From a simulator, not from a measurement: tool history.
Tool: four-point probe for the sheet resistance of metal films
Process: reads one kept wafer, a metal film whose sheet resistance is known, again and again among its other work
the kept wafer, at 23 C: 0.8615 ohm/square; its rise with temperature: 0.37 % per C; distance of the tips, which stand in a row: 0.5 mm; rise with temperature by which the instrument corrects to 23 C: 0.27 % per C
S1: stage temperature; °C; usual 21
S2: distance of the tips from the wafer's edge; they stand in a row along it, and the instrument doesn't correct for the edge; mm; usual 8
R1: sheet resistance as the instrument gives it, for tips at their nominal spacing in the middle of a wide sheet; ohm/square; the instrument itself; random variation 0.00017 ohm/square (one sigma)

run   hour  S1  S2        R1
  1      0  21   8  0.863719
  2     16  22   8  0.864431
  3   28.1  22   8  0.864476
  4   41.4  19   8  0.861217
  5   57.3  21   8  0.863366
  6   72.8  21   8  0.863194
  7   87.8  21   8  0.863377
  8   95.8  21   8  0.863013
  9  111.1  21   8  0.863269
 10  125.4  21   8  0.863439
 11  142.3  21   8   0.86345
 12  157.1  18   8  0.860876
 13  166.2  34   8  0.873326
 14  183.3  21   8  0.863239
 15  190.6  21   8  0.863196
     191.9  -- stage's thermometer calibrated
 16  199.2  21   8  0.863453
 17  215.7  21   8  0.863358
 18  229.3  21   8  0.863541
 19  237.7  21   8  0.862962
 20    250  21   8  0.863031
 21  265.1  21   8  0.863201
 22  275.8  21   8  0.863299
     285.5  -- stage's thermometer calibrated, once more
 23    291  21   8  0.863192
 24    301  29   3  0.880374
 25  308.6  24   8  0.865403
 26    325  33  59  0.870934
 27  338.8  19   4  0.866935
 28  355.8  33  53  0.870566
 29  363.8  21  16  0.861839
 30  380.2  29  58  0.867852
 31  393.7  29  58   0.86777
 32  411.6  26  15  0.865959
 33  426.1  25   4  0.871303
 34  439.4  31   7  0.871994
 35    456  35  10  0.873477
 36  463.4  35  10  0.873886
 37  475.4  24   6  0.866893
 38  482.7  27  19   0.86664
 39  499.4  20  43  0.860429
 40  517.2  24  50  0.863432
 41  534.1  27  15  0.866664
 42  549.7  23  61  0.862918
 43  563.2  23  61  0.862814
 44  573.1  25  57  0.864168
 45  583.4  25  57  0.864471
 46  593.9  25  57   0.86433

Forecast each of these 3 alternatives for the next run:
  A  601.9  28  22   ?
  B  601.9  29   4   ?
  C  601.9  21   6   ?

run        R1
  A  0.867083
  B  0.874794
  C   0.86433
Without the tool's hidden state the same runs would have given:
run        R1
  A  0.865733
  B  0.873434
  C  0.862978
